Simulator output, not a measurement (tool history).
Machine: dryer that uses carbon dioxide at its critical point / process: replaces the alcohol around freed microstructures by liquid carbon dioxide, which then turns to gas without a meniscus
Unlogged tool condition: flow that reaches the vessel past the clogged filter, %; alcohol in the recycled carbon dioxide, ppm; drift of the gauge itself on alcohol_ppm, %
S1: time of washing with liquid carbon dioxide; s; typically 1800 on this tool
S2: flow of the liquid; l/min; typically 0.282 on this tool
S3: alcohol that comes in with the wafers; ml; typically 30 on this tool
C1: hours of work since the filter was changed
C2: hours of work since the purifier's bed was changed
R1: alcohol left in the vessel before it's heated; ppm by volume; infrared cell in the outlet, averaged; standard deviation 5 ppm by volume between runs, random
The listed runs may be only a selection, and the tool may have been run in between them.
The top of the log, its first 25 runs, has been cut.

Run 26, hour 297.4: usual settings but S2 0.451 l/min; C1 132; C2 531. Result: R1 145 ppm by volume.
Run 27, hour 308.3: usual settings but S1 1320 s, S2 0.192 l/min, S3 90 ml; C1 139; C2 538. Result: R1 3070 ppm by volume.
Run 28, hour 318.5: usual settings but S1 1320 s, S2 0.192 l/min, S3 90 ml; C1 146; C2 544. Result: R1 3230 ppm by volume.
Run 29, hour 333.1: usual settings but S1 1320 s, S2 0.192 l/min, S3 90 ml; C1 155; C2 553. Result: R1 3277 ppm by volume.
Run 30, hour 341.9: usual settings but S1 1680 s, S2 0.332 l/min; C1 161; C2 559. Result: R1 158 ppm by volume.
Run 31, hour 350: usual settings but S2 0.332 l/min, S3 44 ml; C1 166; C2 564. Result: R1 159 ppm by volume.
Run 32, hour 359.4: usual settings but S2 0.274 l/min, S3 37 ml; C1 172; C2 570. Result: R1 196 ppm by volume.
Run 33, hour 368.8: usual settings but S1 1260 s, S2 0.391 l/min, S3 37 ml; C1 177; C2 576. Result: R1 186 ppm by volume.
At hour 376.8: inlet filter changed.
Run 34, hour 381.5: usual settings but S1 1500 s, S2 0.268 l/min, S3 52 ml; C1 3; C2 583. Result: R1 243 ppm by volume.
Run 35, hour 387.7: usual settings but S1 1380 s, S2 0.473 l/min; C1 7; C2 587. Result: R1 148 ppm by volume.
Run 36, hour 402.3: usual settings but S1 2220 s, S2 0.248 l/min; C1 16; C2 596. Result: R1 148 ppm by volume.
Run 37, hour 411.4: usual settings but S1 2880 s, S2 0.295 l/min; C1 22; C2 602. Result: R1 152 ppm by volume.
Run 38, hour 426.3: usual settings but S1 2460 s, S2 0.259 l/min, S3 38 ml; C1 31; C2 612. Result: R1 153 ppm by volume.
Run 39, hour 434.1: usual settings but S1 2460 s, S2 0.259 l/min, S3 38 ml; C1 36; C2 617. Result: R1 159 ppm by volume.
Run 40, hour 440.3: usual settings but S1 2460 s, S2 0.36 l/min, S3 26 ml; C1 40; C2 621. Result: R1 154 ppm by volume.
Run 41, hour 447.7: usual settings but S1 2460 s, S2 0.36 l/min, S3 26 ml; C1 45; C2 625. Result: R1 159 ppm by volume.
Run 42, hour 460.5: usual settings but S1 2220 s, S2 0.39 l/min, S3 48 ml; C1 53; C2 633. Result: R1 155 ppm by volume.
Run 43, hour 475.6: usual settings but S2 0.367 l/min; C1 62; C2 643. Result: R1 157 ppm by volume.
Run 44, hour 487.6: usual settings but S2 0.367 l/min; C1 70; C2 650. Result: R1 162 ppm by volume.
Run 45, hour 500.6: usual settings but S2 0.367 l/min; C1 78; C2 659. Result: R1 172 ppm by volume.
Run 46, hour 510.9: usual settings but S1 1680 s, S2 0.41 l/min, S3 106 ml; C1 85; C2 665. Result: R1 179 ppm by volume.
Run 47, hour 517.4: usual settings but S1 1320 s, S2 0.336 l/min, S3 26 ml; C1 89; C2 669. Result: R1 197 ppm by volume.

Below are 3 alternative next runs, each starting from the tool's condition after run 47. Predict each:
Run A, hour 529.6: usual settings but S1 1320 s, S2 0.336 l/min, S3 29 ml; C1 96; C2 677. Result: R1 ?.
Run B, hour 529.6: usual settings but S1 1620 s, S2 0.336 l/min, S3 65 ml; C1 96; C2 677. Result: R1 ?.
Run C, hour 529.6: usual settings but S2 0.356 l/min, S3 28 ml; C1 96; C2 677. Result: R1 ?.

run   R1
  A  207
  B  193
  C  178
The same runs, with their run-to-run variation unchanged, on a tool lacking any hidden condition would have given:
run  R1
  A  21
  B  15
  C  12
